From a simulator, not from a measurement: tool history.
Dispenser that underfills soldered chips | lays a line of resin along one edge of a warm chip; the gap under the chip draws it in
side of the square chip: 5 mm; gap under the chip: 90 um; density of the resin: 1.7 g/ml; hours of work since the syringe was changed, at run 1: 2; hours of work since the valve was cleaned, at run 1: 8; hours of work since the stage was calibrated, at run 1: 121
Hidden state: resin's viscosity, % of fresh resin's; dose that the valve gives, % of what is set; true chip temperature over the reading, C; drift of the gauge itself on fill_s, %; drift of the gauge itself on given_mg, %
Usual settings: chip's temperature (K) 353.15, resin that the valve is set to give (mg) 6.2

run    day  chip's temperature (K)  resin that the valve is set to give (mg)  hours of work since the syringe was changed  hours of work since the valve was cleaned  hours of work since the stage was calibrated  time until the resin shows at the far edge (s)  resin that the valve gave (mg)
  1      0                  353.15                                       6.2                                            2                                          8                                           121                                            18.2                            6.15
  2  0.196                  353.15                                       6.2                                            5                                         11                                           124                                            20.4                            6.14
     0.258  -- new syringe of resin
  3  0.392                  353.15                                       6.2                                            2                                         14                                           126                                            16.6                            6.14
  4  0.508                  353.15                                       6.2                                            4                                         16                                           128                                            18.7                            6.06
  5  0.625                  353.15                                       6.2                                            5                                         17                                           130                                            21.2                            6.15
     0.675  -- new syringe of resin
  6  0.812                  353.15                                       6.2                                            2                                         20                                           132                                            17.2                            6.05
  7  0.908                  353.15                                       6.2                                            3                                         21                                           134                                            17.8                            6.07
     1.096  -- new syringe of resin
  8  1.125                  353.15                                       6.2                                            0                                         24                                           137                                            16.3                            6.13
  9  1.254                  364.15                                       6.2                                            2                                         26                                           139                                            12.9                             6.1
 10  1.358                  364.15                                       6.2                                            4                                         28                                           140                                            14.7                            6.02
     1.521  -- new syringe of resin
 11  1.542                  353.15                                      6.43                                            0                                         30                                           143                                            16.3                            6.31
 12  1.671                  353.15                                      6.43                                            2                                         32                                           145                                            17.2                            6.27
 13  1.817                  353.15                                       6.2                                            4                                         34                                           147                                            19.4                            6.11
     1.933  -- new syringe of resin
 14  1.996                  353.15                                       6.2                                            1                                         37                                           149                                            16.2                             6.1
 15  2.196                  353.15                                      5.46                                            4                                         40                                           152                                            19.4                            5.27
     2.354  -- new syringe of resin
 16  2.371                  353.15                                       6.2                                            0                                         42                                           155                                            15.8                            5.99
 17    2.5                  353.15                                       6.2                                            2                                         44                                           156                                            16.9                               6
     2.625  -- dispensing valve cleaned and set on the balance
 18  2.675                  353.15                                       6.2                                            4                                          1                                           158                                            19.6                            6.12
     2.821  -- new syringe of resin
 19  2.862                  353.15                                       6.2                                            1                                          3                                           161                                            16.1                            6.17
 20  3.046                  345.15                                       6.2                                            3                                          6                                           164                                            22.8                            6.17
     3.233  -- new syringe of resin
 21  3.233                  350.15                                      5.73                                            0                                          9                                           166                                            16.7                            5.66
 22  3.358                  355.15                                       7.9                                            2                                         10                                           168                                            16.6                            7.87
 23  3.496                  355.15                                       7.9                                            4                                         12                                           170                                            17.6                            7.84
      3.65  -- new syringe of resin
 24  3.696                  354.15                                      7.42                                            1                                         15                                           173                                            15.6                            7.29
 25  3.879                  353.15                                      5.36                                            3                                         18                                           176                                              19                            5.32
 26  4.046                  346.15                                      5.79                                            6                                         20                                           178                                            26.1                            5.67
     4.067  -- new syringe of resin
 27  4.225                  359.15                                      5.98                                            2                                         23                                           180                                              16                            5.91
 28  4.371                  364.15                                      7.14                                            4                                         25                                           182                                            14.6                            6.96
     4.483  -- new syringe of resin
 29  4.538                  367.15                                      7.34                                            1                                         27                                           185                                            10.9                             7.2
 30  4.721                  367.15                                      7.34                                            3                                         30                                           187                                            12.2                            7.09
     4.908  -- new syringe of resin
 31  4.925                  346.15                                      6.26                                            0                                         33                                           190                                            19.7                            6.11
 32  5.121                  350.15                                      6.81                                            3                                         35                                           193                                            20.3                            6.57
 33  5.279                  360.15                                      6.81                                            5                                         38                                           195                                            16.8                            6.61

Run 34 comes next. What will it give?
     5.321  -- new syringe of resin
 34  5.421                  360.15                                      6.81                                            1                                         40                                           197                                               ?                               ?

time until the resin shows at the far edge (s): 13.1
resin that the valve gave (mg): 6.55
Without the tool's hidden state the same run would have given time until the resin shows at the far edge (s) 11.8, resin that the valve gave (mg) 6.76.

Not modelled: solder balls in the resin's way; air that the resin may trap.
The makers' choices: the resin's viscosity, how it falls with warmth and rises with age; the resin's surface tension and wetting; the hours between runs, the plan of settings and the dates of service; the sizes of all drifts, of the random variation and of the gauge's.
